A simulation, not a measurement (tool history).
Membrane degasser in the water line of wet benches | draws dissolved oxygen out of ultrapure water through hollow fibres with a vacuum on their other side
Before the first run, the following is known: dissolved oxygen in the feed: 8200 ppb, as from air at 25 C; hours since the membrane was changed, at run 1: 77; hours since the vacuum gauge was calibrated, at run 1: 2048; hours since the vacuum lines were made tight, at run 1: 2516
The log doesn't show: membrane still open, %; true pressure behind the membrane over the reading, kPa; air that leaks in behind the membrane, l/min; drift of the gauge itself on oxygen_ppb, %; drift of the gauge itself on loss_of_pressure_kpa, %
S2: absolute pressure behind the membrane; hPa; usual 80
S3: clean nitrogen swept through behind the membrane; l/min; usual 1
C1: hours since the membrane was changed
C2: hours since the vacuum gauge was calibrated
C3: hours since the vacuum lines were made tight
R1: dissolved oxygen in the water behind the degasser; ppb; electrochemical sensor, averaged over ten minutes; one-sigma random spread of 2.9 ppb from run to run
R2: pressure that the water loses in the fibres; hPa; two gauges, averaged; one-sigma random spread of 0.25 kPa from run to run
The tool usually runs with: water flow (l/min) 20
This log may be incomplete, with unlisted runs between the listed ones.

{"run": 1, "hour": 0.0, "water flow (l/min)": 20, "S2": 80, "S3": 1, "C1": 77, "C2": 2048, "C3": 2516, "R1": 285.4, "R2": 674.4}
{"run": 2, "hour": 56.4, "water flow (l/min)": 21, "S2": 80, "S3": 1, "C1": 133, "C2": 2105, "C3": 2572, "R1": 300.6, "R2": 709.7}
{"run": 3, "hour": 107.5, "water flow (l/min)": 20, "S2": 64.1, "S3": 1, "C1": 184, "C2": 2156, "C3": 2623, "R1": 221.9, "R2": 677.6}
{"run": 4, "hour": 161.1, "water flow (l/min)": 20, "S2": 64.1, "S3": 1, "C1": 238, "C2": 2209, "C3": 2677, "R1": 222.6, "R2": 676.3}
{"run": 5, "hour": 202.4, "water flow (l/min)": 20, "S2": 64.1, "S3": 1, "C1": 279, "C2": 2251, "C3": 2718, "R1": 224, "R2": 676.2}
{"run": 6, "hour": 245.4, "water flow (l/min)": 20, "S2": 64.1, "S3": 1, "C1": 322, "C2": 2294, "C3": 2761, "R1": 217.3, "R2": 677.9}
{"run": 7, "hour": 270.8, "water flow (l/min)": 20, "S2": 80, "S3": 1, "C1": 347, "C2": 2319, "C3": 2786, "R1": 285.8, "R2": 678.9}
{"run": 8, "hour": 305.5, "water flow (l/min)": 20, "S2": 80, "S3": 1, "C1": 382, "C2": 2354, "C3": 2821, "R1": 289.6, "R2": 682.4}
{"run": 9, "hour": 347.5, "water flow (l/min)": 23, "S2": 80, "S3": 1, "C1": 424, "C2": 2396, "C3": 2863, "R1": 345.4, "R2": 779.8}
{"run": 10, "hour": 373.5, "water flow (l/min)": 20, "S2": 80, "S3": 1, "C1": 450, "C2": 2422, "C3": 2889, "R1": 286.6, "R2": 677.4}
{"run": 11, "hour": 407.4, "water flow (l/min)": 20, "S2": 80, "S3": 1, "C1": 484, "C2": 2456, "C3": 2923, "R1": 286.5, "R2": 683.2}
{"run": 12, "hour": 457.4, "water flow (l/min)": 20, "S2": 80, "S3": 1, "C1": 534, "C2": 2506, "C3": 2973, "R1": 284.9, "R2": 680.2}
{"run": 13, "hour": 509.3, "water flow (l/min)": 20, "S2": 192, "S3": 1, "C1": 586, "C2": 2558, "C3": 3025, "R1": 728.6, "R2": 680.6}
{"run": 14, "hour": 558.7, "water flow (l/min)": 20, "S2": 49.9, "S3": 1, "C1": 635, "C2": 2607, "C3": 3074, "R1": 161.7, "R2": 676.9}
{"run": 15, "hour": 583.4, "water flow (l/min)": 20, "S2": 80, "S3": 1, "C1": 660, "C2": 2632, "C3": 3099, "R1": 292.4, "R2": 678}
{"run": 16, "hour": 615.4, "water flow (l/min)": 20, "S2": 126.9, "S3": 1, "C1": 692, "C2": 2664, "C3": 3131, "R1": 479.7, "R2": 674.4}
{"run": 17, "hour": 663.5, "water flow (l/min)": 31, "S2": 80, "S3": 1.7, "C1": 740, "C2": 2712, "C3": 3179, "R1": 398, "R2": 1056.5}
{"run": 18, "hour": 700.6, "water flow (l/min)": 31, "S2": 80, "S3": 1.7, "C1": 777, "C2": 2749, "C3": 3216, "R1": 392.7, "R2": 1052.6}
{"run": 19, "hour": 755.3, "water flow (l/min)": 25, "S2": 60.9, "S3": 1.7, "C1": 832, "C2": 2804, "C3": 3271, "R1": 233.7, "R2": 847.4}
{"run": 20, "hour": 804.6, "water flow (l/min)": 25, "S2": 60.9, "S3": 1.7, "C1": 881, "C2": 2853, "C3": 3320, "R1": 226.4, "R2": 851.7}
{"run": 21, "hour": 849.1, "water flow (l/min)": 20, "S2": 97.2, "S3": 2.34, "C1": 926, "C2": 2897, "C3": 3365, "R1": 215, "R2": 678.5}
{"run": 22, "hour": 888.1, "water flow (l/min)": 20, "S2": 97.2, "S3": 2.34, "C1": 965, "C2": 2936, "C3": 3404, "R1": 214.9, "R2": 682.2}
{"run": 23, "hour": 940.7, "water flow (l/min)": 20, "S2": 61.2, "S3": 1.34, "C1": 1017, "C2": 2989, "C3": 3456, "R1": 183.1, "R2": 677.3}
{"run": 24, "hour": 988.4, "water flow (l/min)": 17, "S2": 54.1, "S3": 1, "C1": 1065, "C2": 3037, "C3": 3504, "R1": 143.6, "R2": 578.2}
{"run": 25, "hour": 1030.8, "water flow (l/min)": 20, "S2": 80, "S3": 0.89, "C1": 1107, "C2": 3079, "C3": 3546, "R1": 312.6, "R2": 673.2}
{"hour": 1045.0, "done": "vacuum gauge calibrated"}
{"run": 26, "hour": 1062.7, "water flow (l/min)": 30, "S2": 76.3, "S3": 1, "C1": 1139, "C2": 18, "C3": 3578, "R1": 455.4, "R2": 1030.9}
{"run": 27, "hour": 1110.8, "water flow (l/min)": 15, "S2": 137.2, "S3": 1, "C1": 1187, "C2": 66, "C3": 3626, "R1": 389.5, "R2": 509.4}
{"run": 28, "hour": 1164.7, "water flow (l/min)": 15, "S2": 71.7, "S3": 1.42, "C1": 1241, "C2": 120, "C3": 3680, "R1": 140.5, "R2": 512.1}

Forecast run 29:
{"run": 29, "hour": 1195.0, "water flow (l/min)": 15, "S2": 106.2, "S3": 1.42, "C1": 1271, "C2": 150, "C3": 3710, "R1": "?", "R2": "?"}

{"run 29": {"R1": 220.2, "R2": 510.9}}
On a tool with no hidden condition, and with the same random variation, this run would have come out at R1 217.5 ppb, R2 507 hPa.
